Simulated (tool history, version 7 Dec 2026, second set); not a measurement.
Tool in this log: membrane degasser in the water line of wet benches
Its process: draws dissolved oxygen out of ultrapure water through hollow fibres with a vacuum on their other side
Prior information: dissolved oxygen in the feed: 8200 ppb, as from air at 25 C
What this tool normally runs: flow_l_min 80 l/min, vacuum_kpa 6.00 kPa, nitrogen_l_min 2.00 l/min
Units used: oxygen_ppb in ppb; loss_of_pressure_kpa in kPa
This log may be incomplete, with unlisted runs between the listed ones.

run 1 hour=0.0 | flow_l_min=80 vacuum_kpa=6.00 nitrogen_l_min=2.00 | oxygen_ppb=312.9 loss_of_pressure_kpa=67.57
run 2 hour=42.8 | flow_l_min=80 vacuum_kpa=6.00 nitrogen_l_min=2.00 | oxygen_ppb=310.3 loss_of_pressure_kpa=67.87
run 3 hour=117.1 | flow_l_min=50 vacuum_kpa=6.00 nitrogen_l_min=2.00 | oxygen_ppb=193.2 loss_of_pressure_kpa=42.36
run 4 hour=153.1 | flow_l_min=50 vacuum_kpa=6.00 nitrogen_l_min=2.00 | oxygen_ppb=190.7 loss_of_pressure_kpa=42.51
run 5 hour=217.1 | flow_l_min=80 vacuum_kpa=6.00 nitrogen_l_min=2.00 | oxygen_ppb=312.0 loss_of_pressure_kpa=67.85
run 6 hour=270.2 | flow_l_min=80 vacuum_kpa=6.00 nitrogen_l_min=2.29 | oxygen_ppb=293.7 loss_of_pressure_kpa=68.00
run 7 hour=336.2 | flow_l_min=80 vacuum_kpa=6.00 nitrogen_l_min=2.29 | oxygen_ppb=292.6 loss_of_pressure_kpa=67.78
run 8 hour=377.7 | flow_l_min=80 vacuum_kpa=6.00 nitrogen_l_min=2.29 | oxygen_ppb=289.3 loss_of_pressure_kpa=68.09
run 9 hour=446.4 | flow_l_min=80 vacuum_kpa=9.12 nitrogen_l_min=2.00 | oxygen_ppb=547.0 loss_of_pressure_kpa=67.99
run 10 hour=526.1 | flow_l_min=80 vacuum_kpa=9.12 nitrogen_l_min=2.00 | oxygen_ppb=539.3 loss_of_pressure_kpa=67.88
run 11 hour=581.4 | flow_l_min=80 vacuum_kpa=6.00 nitrogen_l_min=2.00 | oxygen_ppb=315.4 loss_of_pressure_kpa=68.34
run 12 hour=619.3 | flow_l_min=80 vacuum_kpa=6.00 nitrogen_l_min=2.00 | oxygen_ppb=314.0 loss_of_pressure_kpa=67.72
run 13 hour=696.4 | flow_l_min=80 vacuum_kpa=5.20 nitrogen_l_min=2.00 | oxygen_ppb=254.9 loss_of_pressure_kpa=67.82
run 14 hour=749.3 | flow_l_min=80 vacuum_kpa=5.20 nitrogen_l_min=2.00 | oxygen_ppb=254.6 loss_of_pressure_kpa=67.74
run 15 hour=796.5 | flow_l_min=55 vacuum_kpa=6.00 nitrogen_l_min=1.24 | oxygen_ppb=299.0 loss_of_pressure_kpa=46.97
run 16 hour=862.4 | flow_l_min=126 vacuum_kpa=11.37 nitrogen_l_min=1.49 | oxygen_ppb=1178.5 loss_of_pressure_kpa=106.56
run 17 hour=926.8 | flow_l_min=106 vacuum_kpa=4.20 nitrogen_l_min=1.72 | oxygen_ppb=262.6 loss_of_pressure_kpa=90.37
run 18 hour=1010.7 | flow_l_min=80 vacuum_kpa=3.80 nitrogen_l_min=1.44 | oxygen_ppb=166.3 loss_of_pressure_kpa=67.78
run 19 hour=1090.8 | flow_l_min=113 vacuum_kpa=6.00 nitrogen_l_min=2.54 | oxygen_ppb=394.4 loss_of_pressure_kpa=96.13
-- hour=1096.8 vacuum gauge calibrated
run 20 hour=1159.4 | flow_l_min=93 vacuum_kpa=8.77 nitrogen_l_min=1.42 | oxygen_ppb=728.6 loss_of_pressure_kpa=79.20
run 21 hour=1206.1 | flow_l_min=93 vacuum_kpa=8.77 nitrogen_l_min=1.42 | oxygen_ppb=724.3 loss_of_pressure_kpa=79.45
run 22 hour=1246.2 | flow_l_min=93 vacuum_kpa=8.77 nitrogen_l_min=1.42 | oxygen_ppb=721.3 loss_of_pressure_kpa=79.41
run 23 hour=1330.0 | flow_l_min=80 vacuum_kpa=12.26 nitrogen_l_min=2.00 | oxygen_ppb=765.8 loss_of_pressure_kpa=67.90
run 24 hour=1409.7 | flow_l_min=86 vacuum_kpa=8.85 nitrogen_l_min=0.87 | oxygen_ppb=905.6 loss_of_pressure_kpa=73.28
-- hour=1442.7 vacuum gauge calibrated, once more
run 25 hour=1481.2 | flow_l_min=52 vacuum_kpa=8.85 nitrogen_l_min=5.54 | oxygen_ppb=169.9 loss_of_pressure_kpa=44.31
run 26 hour=1516.2 | flow_l_min=80 vacuum_kpa=8.42 nitrogen_l_min=3.19 | oxygen_ppb=358.5 loss_of_pressure_kpa=68.32
run 27 hour=1568.3 | flow_l_min=111 vacuum_kpa=9.87 nitrogen_l_min=0.99 | oxygen_ppb=1148.3 loss_of_pressure_kpa=94.13
run 28 hour=1645.5 | flow_l_min=69 vacuum_kpa=4.50 nitrogen_l_min=2.03 | oxygen_ppb=163.2 loss_of_pressure_kpa=58.68

Hidden state or all else? Some run-to-run changes of oxygen_ppb, split into what the settings, what came in and random variation would give without the hidden state, and what is left for the hidden state (with any gauge scatter that isn't in both results):
The hidden state here: membrane still open, %; true pressure behind the membrane over the reading, kPa; air that leaks in behind the membrane, l/min; drift of the gauge itself on oxygen_ppb, %; drift of the gauge itself on loss_of_pressure_kpa, %.
Run 16 -> 17: flow_l_min 126 -> 106, vacuum_kpa 11.37 -> 4.20, nitrogen_l_min 1.49 -> 1.72. oxygen_ppb -915.9 ppb: hidden state +0.5, all else -916.4.
Run 23 -> 24: flow_l_min 80 -> 86, vacuum_kpa 12.26 -> 8.85, nitrogen_l_min 2.00 -> 0.87. oxygen_ppb +139.8 ppb: hidden state +7.1, all else +132.7.
Run 24 -> 25: flow_l_min 86 -> 52, nitrogen_l_min 0.87 -> 5.54, vacuum gauge calibrated, once more. oxygen_ppb -735.7 ppb: hidden state -17.0, all else -718.7.
Run 27 -> 28: flow_l_min 111 -> 69, vacuum_kpa 9.87 -> 4.50, nitrogen_l_min 0.99 -> 2.03. oxygen_ppb -985.1 ppb: hidden state -0.7, all else -984.4.

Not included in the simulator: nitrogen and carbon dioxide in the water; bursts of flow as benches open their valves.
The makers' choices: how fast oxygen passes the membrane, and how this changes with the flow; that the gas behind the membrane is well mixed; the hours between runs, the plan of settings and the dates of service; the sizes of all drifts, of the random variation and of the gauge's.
